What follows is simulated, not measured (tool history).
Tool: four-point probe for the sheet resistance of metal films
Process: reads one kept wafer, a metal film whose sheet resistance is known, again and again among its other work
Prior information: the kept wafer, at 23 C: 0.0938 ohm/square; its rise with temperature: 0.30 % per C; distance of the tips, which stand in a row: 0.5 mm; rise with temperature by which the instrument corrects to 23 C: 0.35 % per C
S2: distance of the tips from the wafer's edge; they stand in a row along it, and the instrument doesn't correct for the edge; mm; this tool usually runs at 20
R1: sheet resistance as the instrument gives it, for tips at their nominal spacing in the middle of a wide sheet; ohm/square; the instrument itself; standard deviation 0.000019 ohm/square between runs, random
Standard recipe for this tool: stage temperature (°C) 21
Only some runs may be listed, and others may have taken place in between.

{"run": 1, "hour": 0.0, "stage temperature (°C)": 21, "S2": 20, "R1": 0.094333}
{"run": 2, "hour": 30.3, "stage temperature (°C)": 21, "S2": 20, "R1": 0.094315}
{"run": 3, "hour": 74.9, "stage temperature (°C)": 21, "S2": 20, "R1": 0.09433}
{"run": 4, "hour": 111.7, "stage temperature (°C)": 21, "S2": 20, "R1": 0.094317}
{"run": 5, "hour": 165.1, "stage temperature (°C)": 21, "S2": 20, "R1": 0.09433}
{"run": 6, "hour": 200.9, "stage temperature (°C)": 21, "S2": 20, "R1": 0.094372}
{"run": 7, "hour": 265.6, "stage temperature (°C)": 21, "S2": 20, "R1": 0.094344}
{"run": 8, "hour": 329.6, "stage temperature (°C)": 21, "S2": 37, "R1": 0.094345}
{"run": 9, "hour": 375.8, "stage temperature (°C)": 21, "S2": 7, "R1": 0.094574}
{"run": 10, "hour": 413.7, "stage temperature (°C)": 21, "S2": 7, "R1": 0.094624}
{"run": 11, "hour": 465.2, "stage temperature (°C)": 33, "S2": 20, "R1": 0.093787}
{"run": 12, "hour": 535.4, "stage temperature (°C)": 21, "S2": 20, "R1": 0.094393}
{"run": 13, "hour": 564.3, "stage temperature (°C)": 21, "S2": 20, "R1": 0.094388}
{"run": 14, "hour": 595.4, "stage temperature (°C)": 21, "S2": 37, "R1": 0.094362}
{"run": 15, "hour": 643.5, "stage temperature (°C)": 21, "S2": 37, "R1": 0.094374}
{"run": 16, "hour": 673.5, "stage temperature (°C)": 21, "S2": 20, "R1": 0.09441}
{"run": 17, "hour": 709.3, "stage temperature (°C)": 21, "S2": 20, "R1": 0.094426}
{"run": 18, "hour": 764.0, "stage temperature (°C)": 21, "S2": 11, "R1": 0.094505}
{"run": 19, "hour": 810.4, "stage temperature (°C)": 21, "S2": 11, "R1": 0.094508}
{"run": 20, "hour": 860.9, "stage temperature (°C)": 21, "S2": 20, "R1": 0.094428}
{"run": 21, "hour": 903.2, "stage temperature (°C)": 21, "S2": 20, "R1": 0.09445}
{"run": 22, "hour": 972.5, "stage temperature (°C)": 21, "S2": 20, "R1": 0.094439}
{"run": 23, "hour": 1036.8, "stage temperature (°C)": 21, "S2": 8, "R1": 0.094594}
{"run": 24, "hour": 1066.4, "stage temperature (°C)": 21, "S2": 8, "R1": 0.09462}
{"run": 25, "hour": 1131.1, "stage temperature (°C)": 25, "S2": 16, "R1": 0.094309}
{"run": 26, "hour": 1177.8, "stage temperature (°C)": 21, "S2": 12, "R1": 0.094552}
{"run": 27, "hour": 1209.3, "stage temperature (°C)": 21, "S2": 12, "R1": 0.094545}
{"run": 28, "hour": 1266.2, "stage temperature (°C)": 21, "S2": 12, "R1": 0.094563}
{"run": 29, "hour": 1335.1, "stage temperature (°C)": 30, "S2": 12, "R1": 0.094123}
{"run": 30, "hour": 1363.5, "stage temperature (°C)": 18, "S2": 19, "R1": 0.094642}
{"run": 31, "hour": 1420.6, "stage temperature (°C)": 33, "S2": 6, "R1": 0.094222}
{"run": 32, "hour": 1465.8, "stage temperature (°C)": 22, "S2": 3, "R1": 0.095836}
{"run": 33, "hour": 1510.8, "stage temperature (°C)": 20, "S2": 15, "R1": 0.094586}
{"run": 34, "hour": 1560.9, "stage temperature (°C)": 26, "S2": 16, "R1": 0.094296}
{"run": 35, "hour": 1614.8, "stage temperature (°C)": 26, "S2": 16, "R1": 0.094323}
{"run": 36, "hour": 1674.4, "stage temperature (°C)": 21, "S2": 22, "R1": 0.094494}
{"run": 37, "hour": 1730.1, "stage temperature (°C)": 21, "S2": 22, "R1": 0.094511}
{"run": 38, "hour": 1759.1, "stage temperature (°C)": 28, "S2": 39, "R1": 0.094204}
{"run": 39, "hour": 1809.2, "stage temperature (°C)": 28, "S2": 39, "R1": 0.094199}
{"run": 40, "hour": 1854.9, "stage temperature (°C)": 22, "S2": 65, "R1": 0.094469}
{"run": 41, "hour": 1915.2, "stage temperature (°C)": 22, "S2": 65, "R1": 0.094466}
{"run": 42, "hour": 1982.6, "stage temperature (°C)": 20, "S2": 18, "R1": 0.094647}
{"run": 43, "hour": 2032.1, "stage temperature (°C)": 20, "S2": 18, "R1": 0.094613}
{"run": 44, "hour": 2102.5, "stage temperature (°C)": 21, "S2": 7, "R1": 0.094835}
{"run": 45, "hour": 2148.1, "stage temperature (°C)": 21, "S2": 7, "R1": 0.0948}
{"run": 46, "hour": 2201.3, "stage temperature (°C)": 26, "S2": 51, "R1": 0.094355}

Selected run-to-run steps in R1, each split into two signed amounts: the part the tool would show with no hidden state at all (from settings, incoming material and random variation), and the remainder, which goes to the hidden state together with any gauge scatter not common to the measured and the hidden-state-free results:
Hidden state present: inner tips' distance over the nominal, %; tips' flats over new ones', %; wafer's true temperature over the reading, C; drift of the gauge itself on sheet_ohm, %.
Run 10 -> 11: stage temperature (°C) 21 -> 33, S2 7 -> 20. R1 -0.000837 ohm/square: hidden state +0.000001, all else -0.000838.
Run 11 -> 12: stage temperature (°C) 33 -> 21. R1 +0.000606 ohm/square: hidden state +0.000014, all else +0.000592.
Run 31 -> 32: stage temperature (°C) 33 -> 22, S2 6 -> 3. R1 +0.001614 ohm/square: hidden state +0.000018, all else +0.001596.
Run 32 -> 33: stage temperature (°C) 22 -> 20, S2 3 -> 15. R1 -0.001250 ohm/square: hidden state +0.000000, all else -0.001250.
Run 41 -> 42: stage temperature (°C) 22 -> 20, S2 65 -> 18. R1 +0.000181 ohm/square: hidden state +0.000011, all else +0.000170.
